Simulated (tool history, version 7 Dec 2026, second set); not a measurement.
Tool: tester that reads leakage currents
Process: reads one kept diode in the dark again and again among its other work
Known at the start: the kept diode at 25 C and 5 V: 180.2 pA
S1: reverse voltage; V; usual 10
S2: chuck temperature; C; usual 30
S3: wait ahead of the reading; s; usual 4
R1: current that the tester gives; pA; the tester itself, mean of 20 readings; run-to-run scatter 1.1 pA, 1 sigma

| run | day | S1 | S2 | S3 | R1 |
|---|---|---|---|---|---|
| 1 | 0 | 10 | 30 | 4 | 350.74 |
| 2 | 1.596 | 10 | 30 | 4 | 351.69 |
| 3 | 3.112 | 10 | 30 | 4 | 352.71 |
| 4 | 5.458 | 10 | 30 | 4 | 351.78 |
|  | 6.379 | chuck's temperature calibrated |
| 5 | 7.1 | 10 | 30 | 4 | 349.23 |
| 6 | 8.658 | 10 | 30 | 4 | 352.12 |
| 7 | 10.017 | 10 | 30 | 4 | 349.4 |
| 8 | 12.196 | 10 | 30 | 4 | 350.2 |
| 9 | 14.142 | 10 | 30 | 4 | 350.07 |
| 10 | 15.167 | 7.1 | 30 | 4 | 307.12 |
| 11 | 16.783 | 4.4 | 25 | 0.44 | 172.74 |
| 12 | 18.071 | 4.7 | 30 | 4 | 264.13 |
| 13 | 19.858 | 10 | 25 | 4 | 234.85 |
| 14 | 21.312 | 10 | 25 | 4 | 235.75 |
| 15 | 22.867 | 10 | 25 | 4 | 236.08 |
| 16 | 24.562 | 10 | 30 | 2.18 | 349.54 |
| 17 | 25.621 | 2.2 | 32 | 1.23 | 231.98 |
| 18 | 27.3 | 2.2 | 32 | 1.23 | 232.04 |
| 19 | 28.804 | 2.2 | 32 | 1.23 | 231.46 |

5 ways to go on from here, each from the tool as it stands after run 19. What would each give?
| A | 30.121 | 16.5 | 37 | 0.5 | ? |
| B | 30.121 | 11.5 | 32 | 1.23 | ? |
| C | 30.121 | 2.2 | 51 | 8.76 | ? |
| D | 30.121 | 4.1 | 35 | 7.18 | ? |
| E | 30.121 | 3.2 | 32 | 1.23 | ? |

| run | R1 |
|---|---|
| A | 734.29 |
| B | 433.7 |
| C | 935.01 |
| D | 367.87 |
| E | 265.72 |
With the hidden condition removed and each run's random variation left untouched, the same runs would have given:
| run | R1 |
|---|---|
| A | 734.05 |
| B | 433.56 |
| C | 934.75 |
| D | 367.75 |
| E | 265.63 |

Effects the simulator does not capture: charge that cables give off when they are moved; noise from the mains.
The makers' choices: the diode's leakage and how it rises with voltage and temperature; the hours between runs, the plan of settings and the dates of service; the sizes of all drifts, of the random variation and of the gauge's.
